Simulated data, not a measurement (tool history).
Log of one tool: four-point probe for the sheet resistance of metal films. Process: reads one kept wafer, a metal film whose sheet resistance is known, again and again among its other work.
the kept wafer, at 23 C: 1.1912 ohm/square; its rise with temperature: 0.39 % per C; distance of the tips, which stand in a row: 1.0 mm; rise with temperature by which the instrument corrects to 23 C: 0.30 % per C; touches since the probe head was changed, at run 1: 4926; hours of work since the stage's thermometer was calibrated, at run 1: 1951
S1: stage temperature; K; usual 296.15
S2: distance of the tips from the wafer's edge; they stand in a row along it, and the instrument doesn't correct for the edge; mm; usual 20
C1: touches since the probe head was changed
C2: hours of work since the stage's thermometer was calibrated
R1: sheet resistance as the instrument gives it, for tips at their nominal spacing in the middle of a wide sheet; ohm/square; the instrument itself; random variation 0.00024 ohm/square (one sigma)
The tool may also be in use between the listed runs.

Run 1, day 0.000: usual settings; C1 4926; C2 1951. Result: R1 1.192993 ohm/square.
Run 2, day 1.183: usual settings but S1 302.15 K; C1 5853; C2 1968. Result: R1 1.198952 ohm/square.
Run 3, day 2.196: usual settings but S1 302.15 K; C1 6648; C2 1983. Result: R1 1.198977 ohm/square.
Run 4, day 4.150: usual settings but S1 302.15 K, S2 12 mm; C1 8181; C2 2012. Result: R1 1.201198 ohm/square.
Run 5, day 6.346: usual settings but S1 302.15 K, S2 12 mm; C1 9906; C2 2045. Result: R1 1.201524 ohm/square.
Run 6, day 7.942: usual settings but S1 302.15 K, S2 12 mm; C1 11156; C2 2068. Result: R1 1.201802 ohm/square.
Run 7, day 9.979: usual settings but S1 302.15 K, S2 12 mm; C1 12756; C2 2098. Result: R1 1.201608 ohm/square.
Run 8, day 11.171: usual settings but S2 21 mm; C1 13691; C2 2116. Result: R1 1.192739 ohm/square.
Run 9, day 12.562: usual settings but S2 21 mm; C1 14782; C2 2137. Result: R1 1.192451 ohm/square.
Run 10, day 14.388: usual settings but S2 21 mm; C1 16216; C2 2164. Result: R1 1.192753 ohm/square.
Run 11, day 16.138: usual settings but S2 21 mm; C1 17589; C2 2190. Result: R1 1.192074 ohm/square.
Run 12, day 17.121: usual settings but S2 21 mm; C1 18361; C2 2204. Result: R1 1.192756 ohm/square.
Run 13, day 18.462: usual settings but S2 21 mm; C1 19413; C2 2224. Result: R1 1.192622 ohm/square.
Run 14, day 20.017: usual settings but S2 21 mm; C1 20633; C2 2247. Result: R1 1.192276 ohm/square.
Run 15, day 21.092: usual settings but S2 6 mm; C1 21476; C2 2263. Result: R1 1.208339 ohm/square.
Run 16, day 22.546: usual settings but S2 6 mm; C1 22616; C2 2285. Result: R1 1.208589 ohm/square.
Run 17, day 24.621: usual settings; C1 24244; C2 2315. Result: R1 1.193035 ohm/square.
Run 18, day 26.754: usual settings but S1 292.15 K; C1 25918; C2 2347. Result: R1 1.188818 ohm/square.
At day 26.988: stage's thermometer calibrated.
Run 19, day 27.758: usual settings but S1 306.15 K, S2 63 mm; C1 26691; C2 11. Result: R1 1.201155 ohm/square.
Run 20, day 29.554: usual settings but S1 294.15 K, S2 8 mm; C1 28099; C2 38. Result: R1 1.198872 ohm/square.
Run 21, day 31.562: usual settings but S1 293.15 K, S2 21 mm; C1 29676; C2 68. Result: R1 1.189707 ohm/square.
Run 22, day 33.350: usual settings but S1 298.15 K, S2 60 mm; C1 31078; C2 94. Result: R1 1.193258 ohm/square.
Run 23, day 34.996: usual settings but S1 305.15 K, S2 13 mm; C1 32369; C2 119. Result: R1 1.203320 ohm/square.
Run 24, day 37.096: usual settings but S1 305.15 K, S2 13 mm; C1 34016; C2 150. Result: R1 1.203688 ohm/square.
Run 25, day 39.321: usual settings but S2 6 mm; C1 35762; C2 183. Result: R1 1.208705 ohm/square.

Run 26 comes next. What will it give?
Run 26, day 41.517: usual settings but S1 304.15 K, S2 6 mm; C1 37486; C2 215. Result: R1 ?.

R1: 1.216752 ohm/square
Without the tool's hidden state the same run would have given R1 1.216920 ohm/square.
